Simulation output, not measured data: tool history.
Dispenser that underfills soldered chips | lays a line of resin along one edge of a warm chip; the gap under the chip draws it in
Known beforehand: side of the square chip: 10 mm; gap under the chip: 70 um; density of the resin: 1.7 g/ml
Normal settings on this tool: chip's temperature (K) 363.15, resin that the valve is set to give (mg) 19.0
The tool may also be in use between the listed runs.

| run | hour | chip's temperature (K) | resin that the valve is set to give (mg) | time until the resin shows at the far edge (s) | resin that the valve gave (mg) |
|---|---|---|---|---|---|
| 1 | 0.0 | 363.15 | 19.0 | 183.1 | 18.58 |
|  | 2.7 | new syringe of resin |
| 2 | 11.4 | 363.15 | 19.0 | 196.3 | 18.73 |
|  | 12.8 | new syringe of resin |
| 3 | 18.0 | 363.15 | 19.0 | 163.0 | 18.57 |
|  | 23.0 | new syringe of resin |
| 4 | 31.3 | 363.15 | 19.0 | 196.1 | 18.53 |
|  | 33.5 | new syringe of resin |
| 5 | 41.2 | 363.15 | 19.0 | 189.9 | 18.32 |
|  | 43.7 | new syringe of resin |
| 6 | 48.0 | 363.15 | 19.3 | 159.1 | 18.59 |
|  | 53.9 | new syringe of resin |
| 7 | 58.3 | 363.15 | 21.3 | 160.1 | 20.36 |
|  | 64.7 | new syringe of resin |
| 8 | 69.5 | 363.15 | 19.0 | 163.9 | 18.23 |
|  | 74.9 | new syringe of resin |
| 9 | 79.4 | 363.15 | 19.0 | 159.1 | 18.15 |
|  | 85.5 | new syringe of resin |
| 10 | 91.0 | 363.15 | 16.7 | 175.0 | 15.70 |
|  | 95.4 | new syringe of resin |
| 11 | 103.4 | 363.15 | 19.0 | 195.2 | 17.91 |
|  | 105.5 | new syringe of resin |
| 12 | 110.5 | 348.15 | 19.0 | 300.6 | 17.81 |
|  | 115.8 | new syringe of resin |
| 13 | 120.2 | 363.15 | 19.0 | 161.5 | 17.67 |
|  | 126.3 | new syringe of resin |
| 14 | 127.2 | 369.15 | 19.0 | 107.5 | 17.65 |
|  | 129.4 | dispensing valve cleaned and set on the balance |
|  | 137.5 | new syringe of resin |
| 15 | 141.6 | 369.15 | 19.0 | 127.8 | 18.97 |
|  | 148.3 | new syringe of resin |
| 16 | 150.2 | 369.15 | 19.0 | 110.8 | 18.76 |
| 17 | 156.9 | 363.15 | 19.0 | 201.5 | 18.79 |
|  | 158.5 | new syringe of resin |
| 18 | 166.7 | 363.15 | 19.0 | 199.4 | 18.68 |
|  | 168.4 | new syringe of resin |
|  | 178.2 | new syringe of resin |
| 19 | 179.9 | 363.15 | 19.2 | 139.8 | 18.84 |
| 20 | 186.7 | 357.15 | 24.3 | 250.8 | 23.69 |
|  | 188.2 | new syringe of resin |
| 21 | 194.3 | 351.15 | 19.0 | 288.8 | 18.66 |
|  | 198.9 | new syringe of resin |
| 22 | 200.6 | 351.15 | 19.0 | 224.4 | 18.48 |
|  | 209.5 | new syringe of resin |
| 23 | 210.5 | 370.15 | 24.4 | 99.8 | 23.58 |
| 24 | 218.1 | 370.15 | 20.1 | 151.3 | 19.41 |
|  | 220.0 | new syringe of resin |
|  | 230.3 | new syringe of resin |
| 25 | 232.4 | 370.15 | 20.1 | 109.5 | 19.30 |
|  | 240.6 | new syringe of resin |
| 26 | 243.4 | 352.15 | 23.9 | 227.5 | 22.85 |

Run 27, settings as shown, results not yet in. Your forecast:
|  | 251.2 | new syringe of resin |
| 27 | 257.3 | 369.15 | 21.1 | ? | ? |

{"run 27": {"time until the resin shows at the far edge (s)": 142.7, "resin that the valve gave (mg)": 20.13}}
Were there no unlogged condition in the tool, this run, its random variation unchanged, would have produced time until the resin shows at the far edge (s) 90.9, resin that the valve gave (mg) 21.12.
